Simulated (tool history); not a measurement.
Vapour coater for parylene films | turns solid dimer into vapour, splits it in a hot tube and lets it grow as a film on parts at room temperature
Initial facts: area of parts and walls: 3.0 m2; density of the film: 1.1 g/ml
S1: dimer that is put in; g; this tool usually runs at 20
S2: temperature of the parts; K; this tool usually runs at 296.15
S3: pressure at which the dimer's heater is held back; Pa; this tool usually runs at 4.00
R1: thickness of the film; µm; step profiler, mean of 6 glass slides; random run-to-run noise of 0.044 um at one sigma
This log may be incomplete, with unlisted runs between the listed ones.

run	hour	S1	S2	S3	R1
1	0.0	20	296.15	4.00	4.90
2	16.4	32	296.15	4.00	7.91
3	35.6	32	296.15	4.00	7.80
4	51.1	20	296.15	4.00	4.90
5	69.9	28	296.15	4.00	6.84
6	82.8	28	296.15	4.00	6.76
7	94.7	20	296.15	9.71	4.13
8	111.8	20	296.15	4.00	4.85
9	125.8	20	296.15	4.00	4.78
10	141.0	17	292.15	9.01	3.85
11	153.1	23	290.15	9.01	5.51
12	163.4	23	290.15	9.01	5.48
13	178.8	23	296.15	5.33	5.20
14	196.6	17	298.15	4.00	3.88
15	207.1	17	298.15	4.00	3.81
16	226.3	24	291.15	4.00	6.33
17	242.9	11	293.15	4.00	2.73
18	259.6	11	304.15	4.00	2.15

4 options for the next run, each taken on its own from the tool as it stands now. Forecast them:
A	275.4	13	297.15	2.58	?
B	275.4	11	304.15	9.68	?
C	275.4	35	305.15	2.56	?
D	275.4	10	304.15	4.00	?

run	R1
A	3.21
B	1.81
C	7.07
D	1.92
Without the tool's hidden state the same runs would have given:
run	R1
A	3.43
B	1.93
C	7.58
D	2.06
